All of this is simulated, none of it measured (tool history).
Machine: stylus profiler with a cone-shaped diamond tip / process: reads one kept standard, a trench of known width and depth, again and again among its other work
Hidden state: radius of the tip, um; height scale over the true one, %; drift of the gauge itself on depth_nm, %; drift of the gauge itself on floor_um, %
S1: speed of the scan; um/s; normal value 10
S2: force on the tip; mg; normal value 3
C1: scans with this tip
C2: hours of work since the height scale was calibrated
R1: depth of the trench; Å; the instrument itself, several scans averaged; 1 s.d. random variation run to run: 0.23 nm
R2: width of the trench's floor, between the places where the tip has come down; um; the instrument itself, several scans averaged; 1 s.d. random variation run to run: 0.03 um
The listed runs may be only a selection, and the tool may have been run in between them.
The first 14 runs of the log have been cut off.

{"run": 15, "hour": 157.3, "S1": 5, "S2": 3, "C1": 3770, "C2": 350, "R1": 10177.7, "R2": 95.57}
{"run": 16, "hour": 164.7, "S1": 5, "S2": 3, "C1": 3828, "C2": 355, "R1": 10176.4, "R2": 95.52}
{"run": 17, "hour": 171.8, "S1": 5, "S2": 3, "C1": 3884, "C2": 360, "R1": 10177.9, "R2": 95.54}
{"run": 18, "hour": 188.2, "S1": 5, "S2": 7.13, "C1": 4012, "C2": 372, "R1": 10312.1, "R2": 95.52}
{"run": 19, "hour": 196.9, "S1": 5, "S2": 1.32, "C1": 4081, "C2": 378, "R1": 10110.6, "R2": 95.5}
{"run": 20, "hour": 208.1, "S1": 5, "S2": 1.32, "C1": 4168, "C2": 386, "R1": 10107.8, "R2": 95.49}
{"run": 21, "hour": 224.9, "S1": 26, "S2": 8.47, "C1": 4299, "C2": 399, "R1": 10350.1, "R2": 95.41}
{"run": 22, "hour": 239.2, "S1": 17, "S2": 4.91, "C1": 4412, "C2": 409, "R1": 10240, "R2": 95.4}
{"run": 23, "hour": 255.4, "S1": 6, "S2": 3.64, "C1": 4538, "C2": 421, "R1": 10205.5, "R2": 95.43}
{"run": 24, "hour": 264.5, "S1": 4, "S2": 3, "C1": 4610, "C2": 427, "R1": 10178.8, "R2": 95.45}
{"run": 25, "hour": 279.7, "S1": 7, "S2": 4.16, "C1": 4729, "C2": 438, "R1": 10217.5, "R2": 95.45}
{"run": 26, "hour": 292.3, "S1": 7, "S2": 4.16, "C1": 4828, "C2": 448, "R1": 10223.7, "R2": 95.41}
{"run": 27, "hour": 306.2, "S1": 4, "S2": 3, "C1": 4937, "C2": 458, "R1": 10179.6, "R2": 95.43}
{"run": 28, "hour": 314.4, "S1": 4, "S2": 3, "C1": 5001, "C2": 464, "R1": 10180, "R2": 95.35}

For run 29, what comes out?
{"run": 29, "hour": 322.4, "S1": 10, "S2": 3.3, "C1": 5063, "C2": 469, "R1": "?", "R2": "?"}

{"run 29": {"R1": 10190.8, "R2": 95.37}}
On a tool with no hidden condition, and with the same random variation, this run would have come out at R1 10179.4 Å, R2 95.97 um.
